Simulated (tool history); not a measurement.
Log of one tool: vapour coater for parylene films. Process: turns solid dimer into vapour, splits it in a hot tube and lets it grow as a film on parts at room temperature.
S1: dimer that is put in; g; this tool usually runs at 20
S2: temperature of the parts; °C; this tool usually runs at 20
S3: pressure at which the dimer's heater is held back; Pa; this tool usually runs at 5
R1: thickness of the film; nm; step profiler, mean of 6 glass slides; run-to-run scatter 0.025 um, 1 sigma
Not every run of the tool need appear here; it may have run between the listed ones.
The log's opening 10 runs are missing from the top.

run 11 day=12.508 | S1=20 S2=20 S3=4.44 | R1=7170
run 12 day=13.783 | S1=20 S2=20 S3=4.44 | R1=7170
run 13 day=14.775 | S1=20 S2=20 S3=4.44 | R1=7170
run 14 day=16.788 | S1=20 S2=20 S3=4.44 | R1=7160
run 15 day=18.175 | S1=20 S2=20 S3=4.44 | R1=7180
run 16 day=19.533 | S1=20 S2=20 S3=4.44 | R1=7160
run 17 day=20.629 | S1=30 S2=29 S3=2.85 | R1=7210
run 18 day=22.3 | S1=30 S2=29 S3=2.85 | R1=7250
run 19 day=23.958 | S1=30 S2=29 S3=2.85 | R1=7230
run 20 day=26.117 | S1=30 S2=29 S3=2.85 | R1=7260
run 21 day=27.112 | S1=16 S2=25 S3=2.87 | R1=4700
run 22 day=28.304 | S1=22 S2=17 S3=7.84 | R1=8710
run 23 day=29.746 | S1=24 S2=14 S3=5 | R1=10810
run 24 day=31.071 | S1=24 S2=14 S3=5 | R1=10900
run 25 day=32.992 | S1=24 S2=28 S3=5 | R1=5760
run 26 day=34.046 | S1=24 S2=28 S3=5 | R1=5770
-- day=35.154 gauge calibrated
run 27 day=35.762 | S1=20 S2=20 S3=5.77 | R1=6920
run 28 day=37.754 | S1=33 S2=23 S3=5 | R1=10000
run 29 day=39.9 | S1=29 S2=20 S3=9.62 | R1=9540
run 30 day=41.179 | S1=33 S2=20 S3=6.18 | R1=11380
run 31 day=42.354 | S1=33 S2=20 S3=6.18 | R1=11390

Forecast each of these 5 alternatives for the next run:
run A day=43.833 | S1=20 S2=17 S3=5 | R1=?
run B day=43.833 | S1=10 S2=23 S3=8.97 | R1=?
run C day=43.833 | S1=17 S2=20 S3=5 | R1=?
run D day=43.833 | S1=19 S2=27 S3=5 | R1=?
run E day=43.833 | S1=30 S2=20 S3=5 | R1=?

run=A R1=8120
run=B R1=2880
run=C R1=5980
run=D R1=4770
run=E R1=10560
Without the tool's hidden state the same runs would have given:
run=A R1=8090
run=B R1=2860
run=C R1=5960
run=D R1=4750
run=E R1=10520
